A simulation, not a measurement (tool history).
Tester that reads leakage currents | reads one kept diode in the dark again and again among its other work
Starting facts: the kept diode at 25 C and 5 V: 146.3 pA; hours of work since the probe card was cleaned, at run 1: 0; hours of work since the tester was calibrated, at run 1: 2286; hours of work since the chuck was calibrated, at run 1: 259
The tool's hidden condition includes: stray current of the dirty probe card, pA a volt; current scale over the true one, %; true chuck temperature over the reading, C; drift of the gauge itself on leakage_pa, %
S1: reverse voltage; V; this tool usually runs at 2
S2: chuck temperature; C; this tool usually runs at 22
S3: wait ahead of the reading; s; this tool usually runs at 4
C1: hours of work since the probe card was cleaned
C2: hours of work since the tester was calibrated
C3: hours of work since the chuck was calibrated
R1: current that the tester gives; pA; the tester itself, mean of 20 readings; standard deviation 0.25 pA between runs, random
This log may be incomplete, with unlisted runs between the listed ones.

{"run": 1, "hour": 0.0, "S1": 2, "S2": 22, "S3": 4, "C1": 0, "C2": 2286, "C3": 259, "R1": 74.66}
{"run": 2, "hour": 136.8, "S1": 2, "S2": 22, "S3": 4, "C1": 61, "C2": 2348, "C3": 320, "R1": 74.08}
{"hour": 229.5, "done": "tester calibrated"}
{"run": 3, "hour": 337.1, "S1": 2, "S2": 22, "S3": 4, "C1": 150, "C2": 48, "C3": 409, "R1": 73.6}
{"run": 4, "hour": 601.7, "S1": 2, "S2": 22, "S3": 4, "C1": 269, "C2": 167, "C3": 528, "R1": 71.63}
{"run": 5, "hour": 822.0, "S1": 2, "S2": 26, "S3": 4, "C1": 368, "C2": 266, "C3": 627, "R1": 94.92}
{"run": 6, "hour": 1040.9, "S1": 2, "S2": 26, "S3": 4, "C1": 466, "C2": 364, "C3": 725, "R1": 92.87}
{"run": 7, "hour": 1154.2, "S1": 2, "S2": 26, "S3": 4, "C1": 517, "C2": 415, "C3": 776, "R1": 91.42}
{"hour": 1230.7, "done": "chuck's temperature calibrated"}
{"run": 8, "hour": 1356.8, "S1": 2, "S2": 26, "S3": 4, "C1": 607, "C2": 505, "C3": 57, "R1": 108.53}
{"run": 9, "hour": 1474.6, "S1": 2, "S2": 26, "S3": 4, "C1": 660, "C2": 558, "C3": 109, "R1": 106.68}
{"run": 10, "hour": 1734.1, "S1": 2, "S2": 22, "S3": 4, "C1": 776, "C2": 674, "C3": 226, "R1": 77.06}
{"run": 11, "hour": 1952.0, "S1": 2, "S2": 22, "S3": 4, "C1": 874, "C2": 772, "C3": 324, "R1": 75.77}
{"run": 12, "hour": 2196.3, "S1": 2, "S2": 22, "S3": 4, "C1": 984, "C2": 881, "C3": 433, "R1": 73.87}

What will run 13 give?
{"run": 13, "hour": 2426.5, "S1": 6.61, "S2": 22, "S3": 4, "C1": 1087, "C2": 985, "C3": 536, "R1": "?"}

R1: 121.51 pA
Without the tool's hidden state the same run would have given R1 131.91 pA.
